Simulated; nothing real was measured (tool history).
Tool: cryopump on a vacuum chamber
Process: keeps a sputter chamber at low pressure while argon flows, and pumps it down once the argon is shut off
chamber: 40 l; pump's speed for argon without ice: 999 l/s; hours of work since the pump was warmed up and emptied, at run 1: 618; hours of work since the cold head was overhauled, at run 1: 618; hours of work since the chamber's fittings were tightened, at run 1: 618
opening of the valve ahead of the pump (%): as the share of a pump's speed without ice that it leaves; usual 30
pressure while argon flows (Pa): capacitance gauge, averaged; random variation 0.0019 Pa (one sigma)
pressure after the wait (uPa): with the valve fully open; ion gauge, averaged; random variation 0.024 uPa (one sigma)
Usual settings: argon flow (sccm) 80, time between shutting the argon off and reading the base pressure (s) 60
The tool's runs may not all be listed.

| run | hour | argon flow (sccm) | time between shutting the argon off and reading the base pressure (s) | opening of the valve ahead of the pump (%) | hours of work since the pump was warmed up and emptied | hours of work since the cold head was overhauled | hours of work since the chamber's fittings were tightened | pressure while argon flows (Pa) | pressure after the wait (uPa) |
|---|---|---|---|---|---|---|---|---|---|
| 1 | 0 | 80 | 60 | 30 | 618 | 618 | 618 | 0.4648 | 2.8 |
| 2 | 24.3 | 80 | 60 | 30 | 629 | 629 | 629 | 0.4667 | 2.83 |
| 3 | 55.5 | 80 | 60 | 30 | 643 | 643 | 643 | 0.4628 | 2.98 |
| 4 | 80.1 | 72 | 60 | 30 | 655 | 655 | 655 | 0.4173 | 2.93 |
| 5 | 96.2 | 72 | 60 | 30 | 663 | 663 | 663 | 0.4191 | 3.1 |
| 6 | 115 | 72 | 60 | 30 | 671 | 671 | 671 | 0.4198 | 3.04 |
| 7 | 133.1 | 72 | 60 | 30 | 680 | 680 | 680 | 0.418 | 2.96 |
| 8 | 156.4 | 72 | 60 | 30 | 691 | 691 | 691 | 0.4213 | 3.11 |
| 9 | 190.7 | 72 | 60 | 30 | 707 | 707 | 707 | 0.419 | 3.14 |
| 10 | 218.9 | 80 | 60 | 30 | 720 | 720 | 720 | 0.4693 | 3.13 |
| 11 | 245.7 | 80 | 60 | 18 | 733 | 733 | 733 | 0.7674 | 3.23 |
| 12 | 267.8 | 80 | 60 | 18 | 743 | 743 | 743 | 0.7652 | 3.25 |
| 13 | 283.5 | 80 | 60 | 18 | 750 | 750 | 750 | 0.7737 | 3.25 |
| 14 | 305.7 | 80 | 60 | 18 | 761 | 761 | 761 | 0.7676 | 3.32 |
| 15 | 338.1 | 80 | 60 | 18 | 776 | 776 | 776 | 0.7708 | 3.37 |
| 16 | 370.5 | 80 | 60 | 54 | 791 | 791 | 791 | 0.2683 | 3.54 |
| 17 | 393.1 | 80 | 60 | 54 | 801 | 801 | 801 | 0.2675 | 3.55 |
| 18 | 417 | 80 | 60 | 54 | 813 | 813 | 813 | 0.2711 | 3.47 |
| 19 | 446.7 | 80 | 85 | 39 | 827 | 827 | 827 | 0.3666 | 3.39 |
| 20 | 479.7 | 54 | 25 | 18 | 842 | 842 | 842 | 0.5237 | 4.56 |
| 21 | 507.2 | 52 | 295 | 26 | 855 | 855 | 855 | 0.3525 | 3.27 |
| 22 | 537.6 | 80 | 73 | 30 | 869 | 869 | 869 | 0.4729 | 3.72 |
| 23 | 562.3 | 49 | 22 | 41 | 881 | 881 | 881 | 0.2153 | 4.79 |
| 24 | 581.1 | 118 | 22 | 22 | 889 | 889 | 889 | 0.943 | 4.91 |
| 25 | 604.2 | 118 | 22 | 22 | 900 | 900 | 900 | 0.9337 | 4.93 |
| 26 | 638.4 | 158 | 93 | 30 | 916 | 916 | 916 | 0.9374 | 3.58 |
| 27 | 665.7 | 42 | 60 | 20 | 929 | 929 | 929 | 0.3687 | 3.99 |
| 28 | 699.5 | 42 | 60 | 20 | 945 | 945 | 945 | 0.3687 | 4.09 |
| 29 | 715.3 | 42 | 60 | 20 | 952 | 952 | 952 | 0.3658 | 4.03 |
| 30 | 733.6 | 42 | 174 | 38 | 961 | 961 | 961 | 0.1975 | 3.66 |
| 31 | 765.4 | 87 | 26 | 18 | 976 | 976 | 976 | 0.838 | 4.98 |
| 32 | 794.4 | 87 | 26 | 18 | 989 | 989 | 989 | 0.8387 | 4.93 |
| 33 | 822 | 80 | 53 | 44 | 1002 | 1002 | 1002 | 0.3289 | 4.24 |
| 34 | 836.5 | 80 | 60 | 36 | 1009 | 1009 | 1009 | 0.3994 | 4.18 |
| 35 | 864.9 | 36 | 66 | 36 | 1022 | 1022 | 1022 | 0.1794 | 4.15 |

3 ways to go on from here, each from the tool as it stands after run 35. What would each give?
| A | 891.3 | 123 | 39 | 36 | 1035 | 1035 | 1035 | ? | ? |
| B | 891.3 | 38 | 66 | 15 | 1035 | 1035 | 1035 | ? | ? |
| C | 891.3 | 36 | 66 | 35 | 1035 | 1035 | 1035 | ? | ? |

| run | pressure while argon flows (Pa) | pressure after the wait (uPa) |
|---|---|---|
| A | 0.6133 | 4.62 |
| B | 0.4389 | 4.3 |
| C | 0.1837 | 4.17 |
Without the tool's hidden state the same runs would have given:
| run | pressure while argon flows (Pa) | pressure after the wait (uPa) |
|---|---|---|
| A | 0.5769 | 1.26 |
| B | 0.4277 | 0.88 |
| C | 0.1731 | 0.85 |
